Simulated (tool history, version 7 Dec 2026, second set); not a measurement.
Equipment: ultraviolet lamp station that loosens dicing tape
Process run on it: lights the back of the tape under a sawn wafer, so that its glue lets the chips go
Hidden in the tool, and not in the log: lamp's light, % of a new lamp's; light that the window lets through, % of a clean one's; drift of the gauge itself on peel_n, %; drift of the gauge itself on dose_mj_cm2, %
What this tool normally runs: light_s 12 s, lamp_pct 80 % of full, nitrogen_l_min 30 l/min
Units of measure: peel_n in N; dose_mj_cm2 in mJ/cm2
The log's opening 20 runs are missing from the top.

run,day,light_s,lamp_pct,nitrogen_l_min,hours of work of the lamp,hours of work since the window was cleaned,peel_n,dose_mj_cm2
21,10.608,6,98,30,213,396,1.606,151
22,11.367,6,98,30,221,404,1.621,157
23,11.742,16,95,52,225,408,0.280,406
24,12.208,16,95,52,230,412,0.275,402
25,12.608,13,78,30,234,417,0.665,268
26,13.275,12,100,19,241,423,0.661,314
27,13.925,9,88,56,248,430,0.762,205
28,14.488,9,87,51,253,436,0.795,207
29,14.838,9,87,51,257,440,0.779,208
30,15.475,22,68,9,264,446,0.717,392
31,16.179,23,80,57,271,454,0.252,484
32,16.879,12,80,30,278,461,0.721,257
33,17.625,12,80,30,286,469,0.721,253

Branching from run 33: 5 alternative next runs. What would each branch give?
A,18.296,16,80,30,293,475,?,?
B,18.296,12,76,45,293,475,?,?
C,18.296,18,74,30,293,475,?,?
D,18.296,6,84,30,293,475,?,?
E,18.296,10,95,30,293,475,?,?

run,peel_n,dose_mj_cm2
A,0.432,333
B,0.655,244
C,0.410,348
D,1.941,132
E,0.742,249
With the hidden condition removed and each run's random variation left untouched, the same runs would have given:
run,peel_n,dose_mj_cm2
A,0.430,334
B,0.652,244
C,0.408,349
D,1.934,132
E,0.738,250

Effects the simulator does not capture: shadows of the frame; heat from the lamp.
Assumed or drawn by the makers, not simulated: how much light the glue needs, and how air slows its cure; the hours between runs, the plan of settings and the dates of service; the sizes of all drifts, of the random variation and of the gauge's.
